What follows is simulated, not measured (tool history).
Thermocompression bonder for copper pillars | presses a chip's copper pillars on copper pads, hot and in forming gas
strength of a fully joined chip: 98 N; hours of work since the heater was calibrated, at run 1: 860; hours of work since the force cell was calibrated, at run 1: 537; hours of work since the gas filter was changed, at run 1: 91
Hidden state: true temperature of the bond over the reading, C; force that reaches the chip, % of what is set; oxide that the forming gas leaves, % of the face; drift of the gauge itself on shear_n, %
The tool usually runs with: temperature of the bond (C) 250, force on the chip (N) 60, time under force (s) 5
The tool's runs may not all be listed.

| run | day | temperature of the bond (C) | force on the chip (N) | time under force (s) | hours of work since the heater was calibrated | hours of work since the force cell was calibrated | hours of work since the gas filter was changed | force that shears a chip off (N) |
|---|---|---|---|---|---|---|---|---|
| 1 | 0.000 | 250 | 60 | 5 | 860 | 537 | 91 | 72.8 |
| 2 | 2.533 | 250 | 69 | 5 | 908 | 584 | 139 | 74.3 |
| 3 | 4.150 | 250 | 60 | 5 | 938 | 615 | 169 | 70.5 |
| 4 | 6.262 | 250 | 66 | 5 | 978 | 655 | 209 | 72.0 |
|  | 7.483 | forming gas filter changed |
| 5 | 7.621 | 250 | 66 | 5 | 1004 | 680 | 3 | 77.9 |
| 6 | 10.104 | 250 | 66 | 5 | 1050 | 727 | 49 | 76.3 |
|  | 10.646 | heater calibrated with a thermocouple chip |
| 7 | 11.342 | 231 | 66 | 5 | 13 | 749 | 71 | 62.2 |
| 8 | 12.992 | 231 | 66 | 5 | 44 | 780 | 102 | 62.2 |
| 9 | 14.542 | 231 | 66 | 5 | 74 | 809 | 132 | 61.7 |
| 10 | 16.771 | 271 | 60 | 5 | 116 | 851 | 174 | 79.8 |
| 11 | 18.729 | 262 | 60 | 5 | 153 | 888 | 211 | 75.4 |
|  | 19.833 | forming gas filter changed |
| 12 | 20.204 | 228 | 60 | 5 | 180 | 916 | 7 | 60.2 |
| 13 | 22.604 | 228 | 60 | 5 | 225 | 961 | 52 | 59.1 |
|  | 22.792 | force cell calibrated |
| 14 | 24.042 | 250 | 60 | 5 | 251 | 24 | 78 | 72.8 |
| 15 | 25.112 | 250 | 60 | 5 | 271 | 44 | 98 | 72.5 |
| 16 | 26.725 | 250 | 60 | 5 | 302 | 74 | 129 | 71.0 |
| 17 | 29.333 | 250 | 60 | 4 | 351 | 124 | 178 | 67.3 |
| 18 | 31.146 | 250 | 60 | 5 | 385 | 158 | 212 | 69.9 |
|  | 32.233 | forming gas filter changed |
| 19 | 32.896 | 250 | 60 | 3 | 418 | 190 | 12 | 66.1 |
| 20 | 35.125 | 279 | 64 | 14 | 460 | 232 | 55 | 94.6 |
|  | 35.954 | force cell calibrated, once more |
| 21 | 36.521 | 222 | 64 | 14 | 485 | 11 | 80 | 74.1 |
| 22 | 38.012 | 232 | 74 | 9 | 513 | 39 | 108 | 75.8 |
| 23 | 39.129 | 232 | 74 | 9 | 535 | 60 | 129 | 75.5 |
| 24 | 41.317 | 263 | 47 | 5 | 576 | 101 | 170 | 72.3 |
| 25 | 43.712 | 276 | 58 | 4 | 621 | 146 | 215 | 78.3 |
|  | 44.575 | forming gas filter changed |
| 26 | 46.200 | 247 | 63 | 10 | 668 | 193 | 31 | 83.9 |
| 27 | 47.917 | 232 | 85 | 5 | 700 | 225 | 63 | 71.2 |
| 28 | 50.442 | 232 | 85 | 5 | 748 | 273 | 111 | 70.0 |
| 29 | 52.112 | 274 | 60 | 5 | 779 | 305 | 142 | 82.8 |
| 30 | 54.121 | 274 | 60 | 5 | 817 | 342 | 180 | 82.8 |
| 31 | 55.583 | 274 | 60 | 5 | 845 | 370 | 208 | 81.8 |
|  | 56.808 | forming gas filter changed |
| 32 | 58.075 | 274 | 60 | 5 | 891 | 417 | 24 | 86.9 |
| 33 | 60.192 | 240 | 49 | 7 | 931 | 457 | 64 | 69.1 |
| 34 | 62.008 | 240 | 49 | 7 | 966 | 491 | 98 | 68.2 |
| 35 | 64.200 | 240 | 49 | 7 | 1007 | 532 | 140 | 67.4 |
| 36 | 65.450 | 220 | 60 | 9 | 1031 | 556 | 163 | 63.2 |
| 37 | 66.629 | 260 | 36 | 11 | 1053 | 578 | 185 | 77.3 |
|  | 67.054 | heater calibrated with a thermocouple chip |
| 38 | 68.192 | 220 | 59 | 4 | 21 | 606 | 213 | 44.7 |

Same runs, no hidden state in the tool, same run-to-run variation:
| run | force that shears a chip off (N) |
|---|---|
| 1 | 72.9 |
| 2 | 75.7 |
| 3 | 72.3 |
| 4 | 75.0 |
| 5 | 75.2 |
| 6 | 74.7 |
| 7 | 62.6 |
| 8 | 63.1 |
| 9 | 63.1 |
| 10 | 83.5 |
| 11 | 79.7 |
| 12 | 58.5 |
| 13 | 58.2 |
| 14 | 72.7 |
| 15 | 72.8 |
| 16 | 72.0 |
| 17 | 69.1 |
| 18 | 72.7 |
| 19 | 63.7 |
| 20 | 95.7 |
| 21 | 74.1 |
| 22 | 76.6 |
| 23 | 76.7 |
| 24 | 74.5 |
| 25 | 82.5 |
| 26 | 82.9 |
| 27 | 70.1 |
| 28 | 69.7 |
| 29 | 84.8 |
| 30 | 85.9 |
| 31 | 85.7 |
| 32 | 85.4 |
| 33 | 67.1 |
| 34 | 66.8 |
| 35 | 66.9 |
| 36 | 62.6 |
| 37 | 79.1 |
| 38 | 48.3 |
